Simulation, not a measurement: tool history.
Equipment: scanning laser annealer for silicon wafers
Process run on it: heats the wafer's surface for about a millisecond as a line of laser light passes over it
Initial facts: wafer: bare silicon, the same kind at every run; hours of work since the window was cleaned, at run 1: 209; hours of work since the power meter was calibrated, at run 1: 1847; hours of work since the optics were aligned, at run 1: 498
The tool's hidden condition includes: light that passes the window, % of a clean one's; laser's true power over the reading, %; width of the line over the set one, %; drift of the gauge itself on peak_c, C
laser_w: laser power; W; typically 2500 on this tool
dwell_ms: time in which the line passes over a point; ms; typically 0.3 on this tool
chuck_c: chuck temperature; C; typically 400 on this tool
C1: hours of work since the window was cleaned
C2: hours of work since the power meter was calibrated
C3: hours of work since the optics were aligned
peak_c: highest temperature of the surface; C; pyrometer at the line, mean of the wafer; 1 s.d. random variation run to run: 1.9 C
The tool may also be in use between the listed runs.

{"run": 1, "hour": 0.0, "laser_w": 2500, "dwell_ms": 0.3, "chuck_c": 400, "C1": 209, "C2": 1847, "C3": 498, "peak_c": 1189}
{"run": 2, "hour": 59.9, "laser_w": 2500, "dwell_ms": 0.3, "chuck_c": 400, "C1": 253, "C2": 1891, "C3": 541, "peak_c": 1187}
{"run": 3, "hour": 102.7, "laser_w": 2500, "dwell_ms": 0.3, "chuck_c": 383, "C1": 284, "C2": 1922, "C3": 572, "peak_c": 1169}
{"run": 4, "hour": 140.3, "laser_w": 2592, "dwell_ms": 0.3, "chuck_c": 400, "C1": 312, "C2": 1950, "C3": 600, "peak_c": 1215}
{"hour": 195.7, "done": "window over the wafer cleaned"}
{"run": 5, "hour": 204.3, "laser_w": 2592, "dwell_ms": 0.3, "chuck_c": 400, "C1": 6, "C2": 1995, "C3": 645, "peak_c": 1261}
{"run": 6, "hour": 253.0, "laser_w": 2592, "dwell_ms": 0.3, "chuck_c": 400, "C1": 42, "C2": 2030, "C3": 681, "peak_c": 1252}
{"run": 7, "hour": 334.4, "laser_w": 2500, "dwell_ms": 0.3, "chuck_c": 400, "C1": 101, "C2": 2090, "C3": 740, "peak_c": 1210}
{"run": 8, "hour": 402.8, "laser_w": 2500, "dwell_ms": 0.3, "chuck_c": 400, "C1": 151, "C2": 2140, "C3": 790, "peak_c": 1201}
{"hour": 411.7, "done": "laser's power meter calibrated"}
{"run": 9, "hour": 453.6, "laser_w": 2500, "dwell_ms": 0.356, "chuck_c": 400, "C1": 186, "C2": 31, "C3": 825, "peak_c": 1274}
{"run": 10, "hour": 524.5, "laser_w": 2500, "dwell_ms": 0.219, "chuck_c": 400, "C1": 238, "C2": 82, "C3": 877, "peak_c": 1076}
{"run": 11, "hour": 563.1, "laser_w": 2500, "dwell_ms": 0.219, "chuck_c": 400, "C1": 266, "C2": 110, "C3": 905, "peak_c": 1075}
{"run": 12, "hour": 595.9, "laser_w": 2304, "dwell_ms": 0.325, "chuck_c": 368, "C1": 290, "C2": 134, "C3": 929, "peak_c": 1104}
{"run": 13, "hour": 631.3, "laser_w": 2537, "dwell_ms": 0.259, "chuck_c": 384, "C1": 316, "C2": 160, "C3": 954, "peak_c": 1123}
{"hour": 682.6, "done": "window over the wafer cleaned"}
{"run": 14, "hour": 709.5, "laser_w": 2537, "dwell_ms": 0.259, "chuck_c": 384, "C1": 20, "C2": 216, "C3": 1010, "peak_c": 1161}
{"run": 15, "hour": 759.9, "laser_w": 2484, "dwell_ms": 0.348, "chuck_c": 416, "C1": 56, "C2": 253, "C3": 1047, "peak_c": 1291}
{"hour": 821.6, "done": "laser's power meter calibrated, once more"}
{"run": 16, "hour": 822.7, "laser_w": 2484, "dwell_ms": 0.348, "chuck_c": 416, "C1": 100, "C2": 1, "C3": 1090, "peak_c": 1272}
{"run": 17, "hour": 893.7, "laser_w": 2325, "dwell_ms": 0.254, "chuck_c": 417, "C1": 152, "C2": 53, "C3": 1142, "peak_c": 1083}
{"run": 18, "hour": 950.7, "laser_w": 2325, "dwell_ms": 0.254, "chuck_c": 417, "C1": 193, "C2": 94, "C3": 1184, "peak_c": 1079}
{"run": 19, "hour": 987.9, "laser_w": 2224, "dwell_ms": 0.326, "chuck_c": 413, "C1": 221, "C2": 121, "C3": 1211, "peak_c": 1118}
{"run": 20, "hour": 1046.7, "laser_w": 2306, "dwell_ms": 0.326, "chuck_c": 420, "C1": 263, "C2": 164, "C3": 1254, "peak_c": 1155}

Hidden condition of the tool, last listed run before each entry between runs versus first listed run after:
In the gap between runs 4 and 5: window over the wafer cleaned (hour 195.7)
  light that passes the window, % of a clean one's: 95.95 -> 99.86; width of the line over the set one, %: 0.79 -> 0.84
  measured less the result without the state, peak_c: -43 -> +0 C
In the gap between runs 8 and 9: laser's power meter calibrated (hour 411.7)
  light that passes the window, % of a clean one's: 98.16 -> 97.76; laser's true power over the reading, %: 0.67 -> 1.02; width of the line over the set one, %: 0.99 -> 1.02
  measured less the result without the state, peak_c: -18 -> -21 C
In the gap between runs 13 and 14: window over the wafer cleaned (hour 682.6)
  light that passes the window, % of a clean one's: 96.25 -> 99.74; laser's true power over the reading, %: 1.05 -> 1.06; width of the line over the set one, %: 1.16 -> 1.21
  measured less the result without the state, peak_c: -34 -> +1 C
In the gap between runs 15 and 16: laser's power meter calibrated, once more (hour 821.6)
  light that passes the window, % of a clean one's: 99.31 -> 98.77; laser's true power over the reading, %: 1.07 -> 0.25; width of the line over the set one, %: 1.25 -> 1.3
  measured less the result without the state, peak_c: -4 -> -20 C

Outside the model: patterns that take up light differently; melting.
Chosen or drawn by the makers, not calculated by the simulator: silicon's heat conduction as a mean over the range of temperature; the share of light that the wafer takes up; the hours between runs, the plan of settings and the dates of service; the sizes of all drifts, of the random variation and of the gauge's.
